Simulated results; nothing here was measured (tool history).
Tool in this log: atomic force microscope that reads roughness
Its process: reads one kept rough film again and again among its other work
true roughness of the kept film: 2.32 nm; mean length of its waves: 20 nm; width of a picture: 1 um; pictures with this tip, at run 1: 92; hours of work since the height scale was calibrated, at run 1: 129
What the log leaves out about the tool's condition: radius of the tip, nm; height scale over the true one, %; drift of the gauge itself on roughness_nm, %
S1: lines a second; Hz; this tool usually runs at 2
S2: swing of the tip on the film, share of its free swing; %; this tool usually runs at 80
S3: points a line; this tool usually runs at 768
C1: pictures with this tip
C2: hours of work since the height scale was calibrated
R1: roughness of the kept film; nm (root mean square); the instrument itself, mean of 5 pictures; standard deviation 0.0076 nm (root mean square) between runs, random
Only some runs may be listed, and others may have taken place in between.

run,hour,S1,S2,S3,C1,C2,R1
1,0,2,80,768,92,129,1.303
2,6.7,2,80,768,98,133,1.278
3,12.1,2,80,768,104,136,1.252
4,18.7,2,80,865,111,139,1.257
5,28.5,2,80,865,121,144,1.226
6,35.2,2,80,865,128,148,1.203
7,44,2,80,291,137,153,1.157
# hour 48: new tip fitted
8,54.6,2,80,291,6,158,1.528
9,63.9,2,80,291,16,163,1.516
10,72.7,2,80,291,25,167,1.466
11,82.2,2.24,80,291,35,173,1.399
12,87.2,2,84,768,40,175,1.393
13,95.8,3.99,80,768,49,180,1.185
14,106.7,3.99,80,768,60,185,1.172
15,113.9,2,80,730,68,189,1.35
16,123.5,2,80,730,77,194,1.322
17,133.1,2,81,768,87,199,1.269
18,141.8,2,81,768,96,204,1.255
19,147.9,3.93,81,768,103,207,1.038
20,155.4,3.93,81,768,110,211,1.041
21,161.5,3.93,81,768,117,214,1.01
22,166.7,2,80,768,122,217,1.201
23,173.9,2,80,768,129,221,1.184
24,181.4,2,80,768,137,225,1.174
# hour 185.1: new tip fitted
25,191.7,2,80,768,6,230,1.586
26,202.8,2,80,768,18,236,1.531
27,210.6,2,80,384,26,240,1.484
28,219,2,80,384,34,245,1.465
29,226.2,2,80,384,42,248,1.419
30,236,3.77,80,768,52,254,1.206
31,245.8,2,65,262,62,259,1.489
32,252.4,0.52,73,371,69,262,1.583
33,262,0.52,73,371,79,267,1.543
34,269.2,0.52,73,371,86,271,1.521
35,276.5,2.78,80,314,94,275,1.161
36,283.4,3.08,80,366,101,279,1.136
37,289,1.79,82,804,107,282,1.248
38,299.6,1.79,82,804,118,287,1.215
39,310.6,1.79,82,804,129,293,1.19
40,318.2,3.12,80,768,137,297,1.066
# hour 322.3: new tip fitted
41,326.2,2.01,80,552,5,301,1.597
42,334.2,2.01,80,552,13,305,1.546
43,338.9,2.01,80,552,18,308,1.528
44,350,0.71,80,552,29,314,1.688
45,359.5,0.71,80,552,39,319,1.647
46,369.2,0.71,80,552,49,324,1.616
47,377.6,0.71,80,552,58,328,1.567
48,388.9,0.87,80,868,69,334,1.525
49,395.8,0.87,80,868,76,338,1.495
50,401,0.87,80,868,82,341,1.475
51,407.1,3.95,55,970,88,344,1.472
52,415.7,3.95,55,970,97,348,1.422
53,421.7,3.95,70,970,103,351,1.229
54,430.9,3.95,70,970,113,356,1.187

Measured result minus the same run's result without the hidden state. Both carry the same run-to-run variation, though not necessarily the same gauge scatter:
run,R1
1,-0.323
2,-0.34
3,-0.351
4,-0.375
5,-0.397
6,-0.41
7,-0.425
8,-0.037
9,-0.077
10,-0.11
11,-0.146
12,-0.167
13,-0.171
14,-0.204
15,-0.265
16,-0.294
17,-0.319
18,-0.344
19,-0.305
20,-0.321
21,-0.335
22,-0.415
23,-0.432
24,-0.458
25,-0.035
26,-0.08
27,-0.109
28,-0.14
29,-0.166
30,-0.177
31,-0.261
32,-0.306
33,-0.341
34,-0.369
35,-0.308
36,-0.317
37,-0.373
38,-0.399
39,-0.427
40,-0.405
41,-0.024
42,-0.056
43,-0.077
44,-0.141
45,-0.183
46,-0.222
47,-0.254
48,-0.294
49,-0.317
50,-0.335
51,-0.359
52,-0.381
53,-0.35
54,-0.376
